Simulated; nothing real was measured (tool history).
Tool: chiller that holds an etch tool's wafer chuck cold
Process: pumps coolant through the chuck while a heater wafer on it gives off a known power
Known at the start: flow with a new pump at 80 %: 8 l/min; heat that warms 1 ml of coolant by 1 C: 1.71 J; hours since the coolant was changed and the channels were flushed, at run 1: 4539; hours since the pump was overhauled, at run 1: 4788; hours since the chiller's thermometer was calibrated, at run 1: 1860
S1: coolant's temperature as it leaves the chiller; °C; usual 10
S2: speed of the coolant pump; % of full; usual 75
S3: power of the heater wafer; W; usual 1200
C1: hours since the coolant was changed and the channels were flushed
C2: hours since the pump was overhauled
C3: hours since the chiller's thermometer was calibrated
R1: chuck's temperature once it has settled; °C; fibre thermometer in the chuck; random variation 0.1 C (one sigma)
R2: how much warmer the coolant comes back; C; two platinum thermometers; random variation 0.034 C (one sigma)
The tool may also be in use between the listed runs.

Run 1, hour 0.0: usual settings; C1 4539; C2 4788; C3 1860. Result: R1 21.4 °C, R2 5.64 C.
Run 2, hour 131.7: usual settings; C1 4670; C2 4919; C3 1992. Result: R1 21.3 °C, R2 5.59 C.
Run 3, hour 310.3: usual settings; C1 4849; C2 5098; C3 2170. Result: R1 21.6 °C, R2 5.67 C.
Run 4, hour 475.5: usual settings; C1 5014; C2 5263; C3 2336. Result: R1 21.4 °C, R2 5.72 C.
Run 5, hour 590.5: usual settings; C1 5129; C2 5378; C3 2451. Result: R1 21.4 °C, R2 5.65 C.
Run 6, hour 726.5: usual settings; C1 5265; C2 5514; C3 2587. Result: R1 21.4 °C, R2 5.69 C.
Run 7, hour 873.3: usual settings but S2 66 % of full; C1 5412; C2 5661; C3 2733. Result: R1 22.9 °C, R2 6.57 C.
Run 8, hour 970.0: usual settings but S2 66 % of full; C1 5509; C2 5758; C3 2830. Result: R1 22.7 °C, R2 6.52 C.
Run 9, hour 1074.3: usual settings but S2 66 % of full; C1 5613; C2 5862; C3 2934. Result: R1 23.0 °C, R2 6.54 C.
Run 10, hour 1153.4: usual settings but S2 66 % of full; C1 5692; C2 5941; C3 3014. Result: R1 22.7 °C, R2 6.58 C.
Run 11, hour 1280.1: usual settings but S2 66 % of full; C1 5819; C2 6068; C3 3140. Result: R1 22.9 °C, R2 6.61 C.
Run 12, hour 1426.0: usual settings but S2 66 % of full; C1 5965; C2 6214; C3 3286. Result: R1 22.7 °C, R2 6.52 C.
Run 13, hour 1596.7: usual settings but S2 66 % of full; C1 6135; C2 6384; C3 3457. Result: R1 23.0 °C, R2 6.56 C.
Run 14, hour 1698.3: usual settings; C1 6237; C2 6486; C3 3558. Result: R1 21.4 °C, R2 5.65 C.
Run 15, hour 1813.8: usual settings; C1 6353; C2 6601; C3 3674. Result: R1 21.6 °C, R2 5.69 C.
Run 16, hour 1946.5: usual settings but S3 1349 W; C1 6485; C2 6734; C3 3807. Result: R1 22.8 °C, R2 6.31 C.
Run 17, hour 2074.1: usual settings but S2 80 % of full, S3 1015 W; C1 6613; C2 6862; C3 3934. Result: R1 19.1 °C, R2 4.45 C.
Run 18, hour 2247.0: usual settings but S2 80 % of full, S3 1015 W; C1 6786; C2 7035; C3 4107. Result: R1 19.0 °C, R2 4.49 C.
Run 19, hour 2415.1: usual settings but S1 14 °C, S3 702 W; C1 6954; C2 7203; C3 4275. Result: R1 20.7 °C, R2 3.30 C.
Run 20, hour 2517.9: usual settings but S1 14 °C, S3 702 W; C1 7057; C2 7305; C3 4378. Result: R1 20.9 °C, R2 3.31 C.
Run 21, hour 2695.1: usual settings but S1 14 °C, S3 702 W; C1 7234; C2 7483; C3 4555. Result: R1 20.6 °C, R2 3.35 C.
Run 22, hour 2842.3: usual settings but S1 7 °C, S2 70 % of full, S3 1143 W; C1 7381; C2 7630; C3 4702. Result: R1 18.6 °C, R2 5.83 C.
Run 23, hour 2917.1: usual settings but S1 11 °C, S2 76 % of full, S3 903 W; C1 7456; C2 7705; C3 4777. Result: R1 19.6 °C, R2 4.26 C.
Run 24, hour 3090.2: usual settings but S1 12 °C, S2 76 % of full, S3 1378 W; C1 7629; C2 7878; C3 4950. Result: R1 24.8 °C, R2 6.36 C.
Run 25, hour 3217.1: usual settings but S1 2 °C, S2 92 % of full, S3 1524 W; C1 7756; C2 8005; C3 5077. Result: R1 13.8 °C, R2 5.71 C.
Run 26, hour 3338.3: usual settings but S1 5 °C, S2 86 % of full; C1 7877; C2 8126; C3 5198. Result: R1 15.0 °C, R2 4.86 C.
Run 27, hour 3490.7: usual settings but S1 5 °C, S2 86 % of full; C1 8029; C2 8278; C3 5351. Result: R1 14.9 °C, R2 4.84 C.
At hour 3615.6: coolant pump overhauled.
At hour 3659.7: chiller's thermometer calibrated.
Run 28, hour 3667.0: usual settings but S1 6 °C, S2 71 % of full; C1 8200; C2 50; C3 7. Result: R1 18.1 °C, R2 5.98 C.
Run 29, hour 3821.0: usual settings but S1 6 °C, S2 71 % of full; C1 8354; C2 204; C3 161. Result: R1 17.9 °C, R2 6.01 C.
Run 30, hour 3985.1: usual settings but S1 6 °C, S2 71 % of full; C1 8518; C2 369; C3 325. Result: R1 17.9 °C, R2 5.96 C.
At hour 4120.5: coolant changed, channels flushed.
Run 31, hour 4128.9: usual settings but S1 11 °C, S3 1441 W; C1 8; C2 506; C3 463. Result: R1 24.7 °C, R2 6.76 C.

Forecast each of these 5 alternatives for the next run:
Run A, hour 4297.9: usual settings but S1 6 °C, S2 74 % of full, S3 873 W; C1 177; C2 675; C3 632. Result: R1 ?, R2 ?.
Run B, hour 4297.9: usual settings but S1 18 °C, S2 95 % of full, S3 1441 W; C1 177; C2 675; C3 632. Result: R1 ?, R2 ?.
Run C, hour 4297.9: usual settings but S2 87 % of full; C1 177; C2 675; C3 632. Result: R1 ?, R2 ?.
Run D, hour 4297.9: usual settings but S3 638 W; C1 177; C2 675; C3 632. Result: R1 ?, R2 ?.
Run E, hour 4297.9: usual settings but S1 7 °C, S2 91 % of full, S3 1757 W; C1 177; C2 675; C3 632. Result: R1 ?, R2 ?.

run    R1    R2
  A  14.3  4.21
  B  28.8  5.18
  C  19.8  4.72
  D  15.9  3.02
  E  20.8  6.55
Without the tool's hidden state the same runs would have given:
run    R1    R2
  A  14.3  4.21
  B  28.8  5.18
  C  19.8  4.72
  D  15.9  3.02
  E  20.8  6.55
